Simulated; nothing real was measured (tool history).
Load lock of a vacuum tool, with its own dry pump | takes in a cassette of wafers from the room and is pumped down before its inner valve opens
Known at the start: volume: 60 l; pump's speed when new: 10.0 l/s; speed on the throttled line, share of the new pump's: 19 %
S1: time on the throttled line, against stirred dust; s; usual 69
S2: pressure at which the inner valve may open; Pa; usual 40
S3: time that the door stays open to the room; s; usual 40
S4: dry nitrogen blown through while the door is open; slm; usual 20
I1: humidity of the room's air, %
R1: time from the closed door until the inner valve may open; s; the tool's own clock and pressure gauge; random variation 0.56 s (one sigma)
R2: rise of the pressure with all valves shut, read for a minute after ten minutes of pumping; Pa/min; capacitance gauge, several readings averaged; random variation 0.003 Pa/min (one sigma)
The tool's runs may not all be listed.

run,hour,S1,S2,S3,S4,I1,R1,R2
1,0,69,40,40,20,42.4,105.2,0.178
2,255.3,69,40,40,20,49.6,105.4,0.185
3,621.2,117,40,40,20,44.9,143.1,0.192
4,882,117,40,40,20,44.8,143.5,0.195
5,1479.2,117,40,134,20,41.9,144.8,0.223
6,2012.1,117,40,134,20,45.4,144.8,0.229
7,2638.2,69,40,40,10,47.8,107.9,0.251
8,3089.9,69,40,40,10,45.8,105.6,0.264
9,3662.5,69,32,40,20,45.5,109.1,0.269
10,4192.2,69,40,40,28,48.5,108.4,0.29
11,4685.6,69,40,40,4,42.3,108,0.32
12,4955.1,69,40,40,4,47.8,108.5,0.328
13,5292.2,69,40,40,4,46.3,108.1,0.337
14,5799.8,69,54,40,4,43.5,106.7,0.353
# hour 6015.7: door's seal changed, seat wiped
15,6281.5,69,40,40,26,44.5,109.4,0.025
16,6543,69,40,94,20,39.8,107,0.031
17,6904.4,69,40,94,20,44,108.8,0.031
18,7325.8,69,40,94,20,42.8,108.9,0.037
19,7614.6,69,61,40,20,47.1,108.3,0.036
20,7920.1,123,40,117,9,43.3,151.6,0.052
21,8385.4,108,40,40,38,43,140.4,0.034
22,9016.8,134,64,36,11,42.7,157.6,0.044
23,9565.5,41,37,36,5,43.7,90,0.066
24,9966.5,39,29,50,6,44,91.3,0.064
25,10295.4,39,29,50,6,46.2,90.4,0.073

Run 26 comes next. What will it give?
26,10682.1,39,29,50,6,46,?,?

{"run 26": {"R1": 91.6, "R2": 0.084}}
Without the tool's hidden state the same run would have given R1 80.8 s, R2 0.034 Pa/min.
